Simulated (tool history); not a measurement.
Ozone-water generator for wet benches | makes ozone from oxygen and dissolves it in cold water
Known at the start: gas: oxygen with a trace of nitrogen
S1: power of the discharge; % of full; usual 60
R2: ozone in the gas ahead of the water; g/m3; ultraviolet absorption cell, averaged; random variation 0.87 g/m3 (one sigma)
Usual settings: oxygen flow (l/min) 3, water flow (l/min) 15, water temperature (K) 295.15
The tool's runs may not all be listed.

run 1 day=0 | S1=60 oxygen_flow_(l/min)=3 water_flow_(l/min)=15 water_temperature_(K)=295.15 | dissolved_ozone_(ppm)=12.5 R2=133.1
-- day=0.683 water thermometer calibrated
run 2 day=2.958 | S1=60 oxygen_flow_(l/min)=3 water_flow_(l/min)=15 water_temperature_(K)=295.15 | dissolved_ozone_(ppm)=12.4 R2=133.1
run 3 day=7.454 | S1=60 oxygen_flow_(l/min)=3 water_flow_(l/min)=15 water_temperature_(K)=298.15 | dissolved_ozone_(ppm)=11.8 R2=132.7
run 4 day=12.554 | S1=60 oxygen_flow_(l/min)=3 water_flow_(l/min)=15 water_temperature_(K)=298.15 | dissolved_ozone_(ppm)=11.8 R2=131.7
run 5 day=18.088 | S1=60 oxygen_flow_(l/min)=2.86 water_flow_(l/min)=15 water_temperature_(K)=295.15 | dissolved_ozone_(ppm)=12.5 R2=137.4
-- day=19.458 contactor cleaned
run 6 day=23.821 | S1=74 oxygen_flow_(l/min)=3 water_flow_(l/min)=15 water_temperature_(K)=301.15 | dissolved_ozone_(ppm)=13.8 R2=150.6
run 7 day=28.404 | S1=74 oxygen_flow_(l/min)=3 water_flow_(l/min)=15 water_temperature_(K)=301.15 | dissolved_ozone_(ppm)=13.6 R2=150.8
run 8 day=32.288 | S1=74 oxygen_flow_(l/min)=3 water_flow_(l/min)=15 water_temperature_(K)=301.15 | dissolved_ozone_(ppm)=13.6 R2=149.1
run 9 day=37.408 | S1=74 oxygen_flow_(l/min)=3 water_flow_(l/min)=15 water_temperature_(K)=301.15 | dissolved_ozone_(ppm)=13.7 R2=149.6
run 10 day=43.075 | S1=60 oxygen_flow_(l/min)=4.94 water_flow_(l/min)=15 water_temperature_(K)=295.15 | dissolved_ozone_(ppm)=12.1 R2=94.5

5 ways to go on from here, each from the tool as it stands after run 10. What would each give?
run A day=46.946 | S1=98 oxygen_flow_(l/min)=4.37 water_flow_(l/min)=15 water_temperature_(K)=295.15 | dissolved_ozone_(ppm)=? R2=?
run B day=46.946 | S1=67 oxygen_flow_(l/min)=1.74 water_flow_(l/min)=15 water_temperature_(K)=295.15 | dissolved_ozone_(ppm)=? R2=?
run C day=46.946 | S1=60 oxygen_flow_(l/min)=3.3 water_flow_(l/min)=13 water_temperature_(K)=302.15 | dissolved_ozone_(ppm)=? R2=?
run D day=46.946 | S1=77 oxygen_flow_(l/min)=2.45 water_flow_(l/min)=15 water_temperature_(K)=295.15 | dissolved_ozone_(ppm)=? R2=?
run E day=46.946 | S1=60 oxygen_flow_(l/min)=4.94 water_flow_(l/min)=15 water_temperature_(K)=290.15 | dissolved_ozone_(ppm)=? R2=?

run=A dissolved_ozone_(ppm)=16.5 R2=138
run=B dissolved_ozone_(ppm)=13.7 R2=201
run=C dissolved_ozone_(ppm)=12.3 R2=121
run=D dissolved_ozone_(ppm)=15.2 R2=172.9
run=E dissolved_ozone_(ppm)=13 R2=93.4
Without the tool's hidden state the same runs would have given:
run=A dissolved_ozone_(ppm)=19 R2=158
run=B dissolved_ozone_(ppm)=15.4 R2=223.6
run=C dissolved_ozone_(ppm)=13.7 R2=133.5
run=D dissolved_ozone_(ppm)=17.2 R2=194.4
run=E dissolved_ozone_(ppm)=14.4 R2=103.1

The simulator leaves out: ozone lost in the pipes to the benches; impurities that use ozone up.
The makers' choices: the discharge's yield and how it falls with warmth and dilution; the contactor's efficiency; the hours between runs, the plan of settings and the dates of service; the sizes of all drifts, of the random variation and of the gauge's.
